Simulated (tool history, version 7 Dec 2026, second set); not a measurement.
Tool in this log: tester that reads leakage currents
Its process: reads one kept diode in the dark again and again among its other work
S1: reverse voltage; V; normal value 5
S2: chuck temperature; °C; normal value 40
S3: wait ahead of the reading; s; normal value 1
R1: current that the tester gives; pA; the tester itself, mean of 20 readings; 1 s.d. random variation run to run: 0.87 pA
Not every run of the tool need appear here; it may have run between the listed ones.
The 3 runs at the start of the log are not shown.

run    hour     S1  S2    S3      R1
  4   453.7   2.74  40     1  217.67
  5   666.8      5  26     1  103.82
  6     844   6.81  40     1  325.18
  7    1055      5  40     1  278.78
     1179.3  -- chuck's temperature calibrated
  8  1261.2   7.94  40     1   341.6
  9  1370.4   7.94  29     1  156.47
 10  1529.7  17.98  29     1  228.75
 11  1638.6      5  40  3.26  271.96
 12  1777.1      5  40     1  272.58
 13  1978.5      5  40     1  270.84
 14  2076.5      5  40     1  270.12
 15    2216      5  40     1  270.94
 16  2454.7      5  40     1  267.56
     2497.9  -- chuck's temperature calibrated, once more
 17  2582.3   2.81  40     1  224.27
 18  2813.6      5  23     1   86.36
 19  2995.4      5  23     1   86.18
 20  3147.6   6.14  40     1  315.93
 21  3359.2      5  40  0.82  286.02
 22  3475.7      5  32     1  163.79

Run 23 is up next; what results do you expect?
 23  3637   5  32   1   ?

R1: 162.76 pA
Without the tool's hidden state the same run would have given R1 165.16 pA.

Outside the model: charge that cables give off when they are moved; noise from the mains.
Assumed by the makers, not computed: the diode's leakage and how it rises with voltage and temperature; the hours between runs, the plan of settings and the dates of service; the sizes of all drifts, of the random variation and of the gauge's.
